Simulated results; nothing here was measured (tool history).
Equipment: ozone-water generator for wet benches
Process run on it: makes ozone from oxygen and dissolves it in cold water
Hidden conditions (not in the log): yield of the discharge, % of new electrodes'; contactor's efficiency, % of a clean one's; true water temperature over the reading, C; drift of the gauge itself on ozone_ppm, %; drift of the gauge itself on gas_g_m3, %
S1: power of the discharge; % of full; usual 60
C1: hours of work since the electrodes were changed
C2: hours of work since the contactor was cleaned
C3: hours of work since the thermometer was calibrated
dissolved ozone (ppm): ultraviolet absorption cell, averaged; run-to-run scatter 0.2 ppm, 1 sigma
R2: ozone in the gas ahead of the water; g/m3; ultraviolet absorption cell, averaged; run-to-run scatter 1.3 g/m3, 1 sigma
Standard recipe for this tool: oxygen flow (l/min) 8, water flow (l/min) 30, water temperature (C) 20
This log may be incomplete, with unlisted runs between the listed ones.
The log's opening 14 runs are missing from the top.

{"run": 15, "hour": 631.2, "S1": 60, "oxygen flow (l/min)": 8, "water flow (l/min)": 30, "water temperature (C)": 20, "C1": 1921, "C2": 6576, "C3": 2427, "dissolved ozone (ppm)": 26.5, "R2": 235.8}
{"run": 16, "hour": 678.6, "S1": 60, "oxygen flow (l/min)": 8, "water flow (l/min)": 30, "water temperature (C)": 20, "C1": 1964, "C2": 6619, "C3": 2470, "dissolved ozone (ppm)": 26.5, "R2": 234.6}
{"run": 17, "hour": 715.0, "S1": 60, "oxygen flow (l/min)": 8.31, "water flow (l/min)": 39, "water temperature (C)": 20, "C1": 1997, "C2": 6652, "C3": 2503, "dissolved ozone (ppm)": 21.9, "R2": 231.1}
{"hour": 724.3, "done": "contactor cleaned"}
{"run": 18, "hour": 768.5, "S1": 60, "oxygen flow (l/min)": 8, "water flow (l/min)": 19, "water temperature (C)": 12, "C1": 2041, "C2": 40, "C3": 2548, "dissolved ozone (ppm)": 40.1, "R2": 237}
{"run": 19, "hour": 800.3, "S1": 91, "oxygen flow (l/min)": 8, "water flow (l/min)": 19, "water temperature (C)": 13, "C1": 2070, "C2": 69, "C3": 2577, "dissolved ozone (ppm)": 49.7, "R2": 300.4}
{"run": 20, "hour": 851.7, "S1": 91, "oxygen flow (l/min)": 8, "water flow (l/min)": 19, "water temperature (C)": 13, "C1": 2117, "C2": 115, "C3": 2623, "dissolved ozone (ppm)": 50.5, "R2": 300.7}
{"hour": 876.0, "done": "contactor cleaned, once more"}
{"run": 21, "hour": 913.2, "S1": 91, "oxygen flow (l/min)": 8, "water flow (l/min)": 19, "water temperature (C)": 13, "C1": 2169, "C2": 34, "C3": 2675, "dissolved ozone (ppm)": 50.9, "R2": 299.3}
{"run": 22, "hour": 944.6, "S1": 60, "oxygen flow (l/min)": 5.59, "water flow (l/min)": 30, "water temperature (C)": 28, "C1": 2197, "C2": 62, "C3": 2704, "dissolved ozone (ppm)": 24.4, "R2": 286}
{"run": 23, "hour": 980.9, "S1": 87, "oxygen flow (l/min)": 5.59, "water flow (l/min)": 47, "water temperature (C)": 28, "C1": 2230, "C2": 95, "C3": 2736, "dissolved ozone (ppm)": 21.4, "R2": 356.4}
{"run": 24, "hour": 1019.9, "S1": 87, "oxygen flow (l/min)": 5.59, "water flow (l/min)": 47, "water temperature (C)": 28, "C1": 2265, "C2": 130, "C3": 2772, "dissolved ozone (ppm)": 20.9, "R2": 356.7}
{"run": 25, "hour": 1047.9, "S1": 87, "oxygen flow (l/min)": 5.59, "water flow (l/min)": 23, "water temperature (C)": 20, "C1": 2290, "C2": 156, "C3": 2797, "dissolved ozone (ppm)": 40.7, "R2": 361.5}
{"run": 26, "hour": 1097.8, "S1": 87, "oxygen flow (l/min)": 5.59, "water flow (l/min)": 23, "water temperature (C)": 20, "C1": 2336, "C2": 201, "C3": 2842, "dissolved ozone (ppm)": 40.8, "R2": 357}
{"run": 27, "hour": 1149.8, "S1": 87, "oxygen flow (l/min)": 5.59, "water flow (l/min)": 23, "water temperature (C)": 20, "C1": 2383, "C2": 248, "C3": 2889, "dissolved ozone (ppm)": 40.3, "R2": 357.2}
{"run": 28, "hour": 1208.5, "S1": 87, "oxygen flow (l/min)": 5.59, "water flow (l/min)": 23, "water temperature (C)": 20, "C1": 2436, "C2": 301, "C3": 2942, "dissolved ozone (ppm)": 40.8, "R2": 358}
{"run": 29, "hour": 1260.7, "S1": 87, "oxygen flow (l/min)": 5.59, "water flow (l/min)": 23, "water temperature (C)": 20, "C1": 2483, "C2": 348, "C3": 2989, "dissolved ozone (ppm)": 40.5, "R2": 355.8}
{"run": 30, "hour": 1291.5, "S1": 60, "oxygen flow (l/min)": 8, "water flow (l/min)": 38, "water temperature (C)": 24, "C1": 2511, "C2": 376, "C3": 3017, "dissolved ozone (ppm)": 21.4, "R2": 235.3}
{"run": 31, "hour": 1329.6, "S1": 60, "oxygen flow (l/min)": 8, "water flow (l/min)": 27, "water temperature (C)": 19, "C1": 2545, "C2": 410, "C3": 3052, "dissolved ozone (ppm)": 28.8, "R2": 232.6}
{"run": 32, "hour": 1360.4, "S1": 82, "oxygen flow (l/min)": 8, "water flow (l/min)": 42, "water temperature (C)": 22, "C1": 2573, "C2": 438, "C3": 3080, "dissolved ozone (ppm)": 24.7, "R2": 281.7}

Consider 4 possible next runs. They are alternatives, not a sequence: every one starts from the tool as it was left by run 32. What does each give?
{"run": "A", "hour": 1417.9, "S1": 82, "oxygen flow (l/min)": 8, "water flow (l/min)": 38, "water temperature (C)": 13, "C1": 2625, "C2": 490, "C3": 3132, "dissolved ozone (ppm)": "?", "R2": "?"}
{"run": "B", "hour": 1417.9, "S1": 82, "oxygen flow (l/min)": 11.79, "water flow (l/min)": 42, "water temperature (C)": 22, "C1": 2625, "C2": 490, "C3": 3132, "dissolved ozone (ppm)": "?", "R2": "?"}
{"run": "C", "hour": 1417.9, "S1": 48, "oxygen flow (l/min)": 13.72, "water flow (l/min)": 40, "water temperature (C)": 20, "C1": 2625, "C2": 490, "C3": 3132, "dissolved ozone (ppm)": "?", "R2": "?"}
{"run": "D", "hour": 1417.9, "S1": 62, "oxygen flow (l/min)": 9.16, "water flow (l/min)": 18, "water temperature (C)": 22, "C1": 2625, "C2": 490, "C3": 3132, "dissolved ozone (ppm)": "?", "R2": "?"}

run=A dissolved_ozone_(ppm)=29.9 R2=279.8
run=B dissolved_ozone_(ppm)=24.1 R2=223.8
run=C dissolved_ozone_(ppm)=18.5 R2=150.9
run=D dissolved_ozone_(ppm)=35 R2=221.5
With the hidden condition removed and each run's random variation left untouched, the same runs would have given:
run=A dissolved_ozone_(ppm)=31.5 R2=291.5
run=B dissolved_ozone_(ppm)=25.5 R2=233.1
run=C dissolved_ozone_(ppm)=19.3 R2=155.3
run=D dissolved_ozone_(ppm)=36.6 R2=229.3

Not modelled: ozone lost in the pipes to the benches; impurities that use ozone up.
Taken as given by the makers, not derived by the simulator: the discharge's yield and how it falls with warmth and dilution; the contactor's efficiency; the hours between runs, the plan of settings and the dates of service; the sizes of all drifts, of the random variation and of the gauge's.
